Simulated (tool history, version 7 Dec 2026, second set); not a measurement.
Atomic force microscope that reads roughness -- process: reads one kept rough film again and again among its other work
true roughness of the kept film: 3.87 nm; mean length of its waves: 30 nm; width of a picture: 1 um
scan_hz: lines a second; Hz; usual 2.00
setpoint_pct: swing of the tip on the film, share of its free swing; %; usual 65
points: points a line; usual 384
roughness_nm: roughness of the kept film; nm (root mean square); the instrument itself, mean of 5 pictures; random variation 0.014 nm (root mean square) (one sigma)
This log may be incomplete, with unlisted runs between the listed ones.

run,hour,scan_hz,setpoint_pct,points,roughness_nm
1,0.0,2.00,65,384,2.889
# hour 1.7: new tip fitted
2,16.1,2.00,89,384,2.993
3,33.3,2.00,65,384,3.250
4,44.4,1.28,65,384,3.262
5,56.5,1.28,65,384,3.237
6,68.5,2.00,65,384,3.189
7,78.6,2.00,65,384,3.165
8,94.4,2.00,65,384,3.128
9,101.6,2.00,65,384,3.098
10,114.3,2.00,65,384,3.098
11,124.3,2.00,65,384,3.065
12,133.4,2.00,65,384,3.069
13,149.1,2.00,56,384,3.086
14,159.8,2.00,56,384,3.064
15,176.2,2.00,56,384,3.025
16,184.5,2.00,56,842,3.056
17,196.9,2.00,56,842,3.017
18,208.2,2.00,56,842,2.994
19,215.6,2.00,56,842,3.019
# hour 218.2: height scale calibrated on a step standard
20,225.1,2.00,65,751,2.935
# hour 235.6: new tip fitted
21,241.0,2.00,65,751,3.319
22,255.0,2.00,65,751,3.269
23,271.7,1.80,65,443,3.236
24,287.7,1.80,65,443,3.195
25,294.7,1.13,65,668,3.265
26,302.8,1.74,59,319,3.223
# hour 304.6: height scale calibrated on a step standard, once more
27,319.1,1.74,59,319,3.175
28,333.7,2.00,61,481,3.149
29,341.0,2.00,60,646,3.144
30,355.0,2.49,74,518,2.972
31,371.3,1.40,63,695,3.123
32,388.6,1.40,63,745,3.055
33,403.5,1.40,83,539,2.923
34,415.1,1.40,83,539,2.900
35,425.4,0.75,75,723,3.018
36,437.5,2.80,65,288,2.887
37,446.2,2.80,65,288,2.874
38,453.4,0.62,75,877,3.004
39,467.5,0.62,75,877,2.968

How would selected steps in roughness_nm from run to run divide? Give the signed amount a tool lacking its hidden state would still show from settings, what came in and random variation, and the signed amount left for the hidden state, including any gauge scatter that is not in both of the compared results.
The hidden state here: radius of the tip, nm; height scale over the true one, %; drift of the gauge itself on roughness_nm, %.
Run 1 -> 2: setpoint_pct 65 -> 89, new tip fitted. roughness_nm +0.104 nm (root mean square): hidden state +0.389, all else -0.285.
Run 2 -> 3: setpoint_pct 89 -> 65. roughness_nm +0.257 nm (root mean square): hidden state -0.034, all else +0.291.
Run 20 -> 21: new tip fitted. roughness_nm +0.384 nm (root mean square): hidden state +0.369, all else +0.015.
Run 29 -> 30: scan_hz 2.00 -> 2.49, setpoint_pct 60 -> 74, points 646 -> 518. roughness_nm -0.172 nm (root mean square): hidden state -0.013, all else -0.159.
Run 30 -> 31: scan_hz 2.49 -> 1.40, setpoint_pct 74 -> 63, points 518 -> 695. roughness_nm +0.151 nm (root mean square): hidden state -0.039, all else +0.190.
